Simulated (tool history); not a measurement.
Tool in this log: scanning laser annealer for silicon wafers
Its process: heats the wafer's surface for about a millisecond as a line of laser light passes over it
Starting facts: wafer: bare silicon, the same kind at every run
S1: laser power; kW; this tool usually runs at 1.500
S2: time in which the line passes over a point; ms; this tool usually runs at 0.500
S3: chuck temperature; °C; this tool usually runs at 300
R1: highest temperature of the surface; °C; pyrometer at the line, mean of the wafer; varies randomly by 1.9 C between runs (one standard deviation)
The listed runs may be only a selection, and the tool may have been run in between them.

run	hour	S1	S2	S3	R1
1	0.0	1.500	0.500	300	1122
2	54.2	1.500	0.500	300	1123
3	84.8	1.500	0.500	271	1093
4	115.7	1.500	0.500	271	1094
5	152.8	1.500	0.500	320	1141
6	194.5	1.500	0.500	320	1142
7	220.6	1.500	0.500	300	1123
8	243.9	1.500	0.500	300	1125
9	271.8	1.500	0.500	300	1123
10	306.3	1.500	0.480	300	1109
11	330.1	1.500	0.480	300	1112
12	367.2	1.500	0.480	300	1111
13	397.9	1.500	0.480	300	1107
14	457.8	1.500	0.480	303	1111
15	510.5	1.500	0.442	300	1080
16	537.6	1.500	0.475	300	1104
17	565.3	1.532	0.500	300	1143
18	590.3	1.532	0.500	300	1139
19	636.0	1.500	0.500	334	1158
20	666.7	1.500	0.500	334	1160
21	708.7	1.340	0.538	303	1066
22	743.2	1.417	0.440	303	1039
23	771.6	1.500	0.405	321	1064
24	824.5	1.500	0.405	321	1069
25	850.4	1.345	0.462	310	1022
26	875.8	1.345	0.462	310	1025
27	910.1	1.338	0.498	310	1044
28	954.0	1.500	0.486	305	1119
29	986.2	1.286	0.486	299	998
30	1030.2	1.384	0.385	274	950
31	1086.3	1.384	0.385	274	950
32	1133.4	1.638	0.417	335	1160
33	1182.9	1.468	0.417	330	1071
34	1214.1	1.468	0.353	305	988
35	1246.7	1.468	0.353	305	992
36	1293.5	1.500	0.500	331	1157
37	1346.1	1.542	0.370	300	1038
38	1385.0	1.542	0.370	300	1037
39	1431.5	1.500	0.371	300	1018
40	1466.5	1.500	0.588	327	1214

Withheld: 3 entries from between the runs. Position of each, and hidden state at the listed run before versus the listed run after:
Runs 8 to 9: window over the wafer cleaned (hour 260.0)
  light that passes the window, % of a clean one's: 99.78 -> 99.97
  measured less the result without the state, R1: -3 -> -1 °C
Runs 13 to 14: optics aligned, line set to its width (hour 455.6)
  light that passes the window, % of a clean one's: 99.95 -> 99.93; width of the line over the set one, %: 0.25 -> 0
  measured less the result without the state, R1: -1 -> +0 °C
Runs 35 to 36: window over the wafer cleaned (hour 1265.4)
  light that passes the window, % of a clean one's: 99.77 -> 99.98; laser's true power over the reading, %: 0.06 -> 0.07; width of the line over the set one, %: 0.09 -> 0.1
  measured less the result without the state, R1: -1 -> +0 °C

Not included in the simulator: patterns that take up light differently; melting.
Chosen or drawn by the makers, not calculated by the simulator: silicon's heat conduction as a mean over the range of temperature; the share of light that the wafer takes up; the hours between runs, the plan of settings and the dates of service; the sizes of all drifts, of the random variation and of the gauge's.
